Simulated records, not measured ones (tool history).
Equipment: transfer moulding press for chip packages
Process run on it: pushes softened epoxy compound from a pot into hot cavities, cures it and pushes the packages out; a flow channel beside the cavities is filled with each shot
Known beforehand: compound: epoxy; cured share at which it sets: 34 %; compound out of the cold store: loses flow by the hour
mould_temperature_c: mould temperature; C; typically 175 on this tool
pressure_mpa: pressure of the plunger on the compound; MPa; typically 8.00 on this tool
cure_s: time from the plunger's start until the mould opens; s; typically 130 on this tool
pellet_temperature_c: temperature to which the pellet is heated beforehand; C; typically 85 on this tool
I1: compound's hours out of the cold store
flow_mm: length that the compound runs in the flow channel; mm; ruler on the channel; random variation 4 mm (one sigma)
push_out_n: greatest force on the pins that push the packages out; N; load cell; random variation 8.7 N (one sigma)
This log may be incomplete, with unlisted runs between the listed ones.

run 1 hour=0.0 | mould_temperature_c=175 pressure_mpa=8.00 cure_s=130 pellet_temperature_c=85 | I1=21.9 | flow_mm=1001 push_out_n=397
run 2 hour=13.7 | mould_temperature_c=175 pressure_mpa=8.00 cure_s=130 pellet_temperature_c=85 | I1=34.8 | flow_mm=963 push_out_n=435
run 3 hour=22.7 | mould_temperature_c=175 pressure_mpa=8.00 cure_s=130 pellet_temperature_c=85 | I1=27.7 | flow_mm=974 push_out_n=521
run 4 hour=38.8 | mould_temperature_c=175 pressure_mpa=8.00 cure_s=130 pellet_temperature_c=85 | I1=27.5 | flow_mm=978 push_out_n=589
run 5 hour=55.6 | mould_temperature_c=175 pressure_mpa=8.00 cure_s=130 pellet_temperature_c=85 | I1=21.9 | flow_mm=993 push_out_n=655
-- hour=58.6 mould's thermocouples calibrated
run 6 hour=65.6 | mould_temperature_c=174 pressure_mpa=8.00 cure_s=130 pellet_temperature_c=85 | I1=38.7 | flow_mm=938 push_out_n=665
run 7 hour=75.3 | mould_temperature_c=175 pressure_mpa=8.00 cure_s=130 pellet_temperature_c=85 | I1=45.8 | flow_mm=923 push_out_n=641
run 8 hour=83.2 | mould_temperature_c=175 pressure_mpa=8.00 cure_s=130 pellet_temperature_c=85 | I1=11.3 | flow_mm=1023 push_out_n=674
-- hour=91.2 mould's thermocouples calibrated, once more
run 9 hour=93.7 | mould_temperature_c=175 pressure_mpa=8.00 cure_s=130 pellet_temperature_c=85 | I1=21.0 | flow_mm=992 push_out_n=704
run 10 hour=104.7 | mould_temperature_c=175 pressure_mpa=8.00 cure_s=130 pellet_temperature_c=85 | I1=36.2 | flow_mm=958 push_out_n=704
run 11 hour=118.6 | mould_temperature_c=175 pressure_mpa=8.00 cure_s=130 pellet_temperature_c=92 | I1=36.7 | flow_mm=947 push_out_n=734
-- hour=132.1 cavities cleaned with cleaning compound and waxed
run 12 hour=132.1 | mould_temperature_c=175 pressure_mpa=8.00 cure_s=130 pellet_temperature_c=92 | I1=26.0 | flow_mm=968 push_out_n=394
run 13 hour=145.5 | mould_temperature_c=175 pressure_mpa=8.00 cure_s=115 pellet_temperature_c=85 | I1=39.3 | flow_mm=927 push_out_n=507
run 14 hour=161.6 | mould_temperature_c=168 pressure_mpa=8.00 cure_s=122 pellet_temperature_c=85 | I1=24.1 | flow_mm=999 push_out_n=783
run 15 hour=168.5 | mould_temperature_c=168 pressure_mpa=8.00 cure_s=122 pellet_temperature_c=85 | I1=26.3 | flow_mm=988 push_out_n=862

Forecast each of these 3 alternatives for the next run:
run A hour=183.6 | mould_temperature_c=175 pressure_mpa=9.75 cure_s=130 pellet_temperature_c=91 | I1=12.7 | flow_mm=? push_out_n=?
run B hour=183.6 | mould_temperature_c=173 pressure_mpa=8.00 cure_s=139 pellet_temperature_c=79 | I1=15.2 | flow_mm=? push_out_n=?
run C hour=183.6 | mould_temperature_c=174 pressure_mpa=8.00 cure_s=159 pellet_temperature_c=85 | I1=37.4 | flow_mm=? push_out_n=?

run=A flow_mm=1112 push_out_n=597
run=B flow_mm=1008 push_out_n=603
run=C flow_mm=943 push_out_n=583
Stripped of hidden state, with their random variation kept, the same runs would have yielded:
run=A flow_mm=1134 push_out_n=376
run=B flow_mm=1028 push_out_n=382
run=C flow_mm=961 push_out_n=372
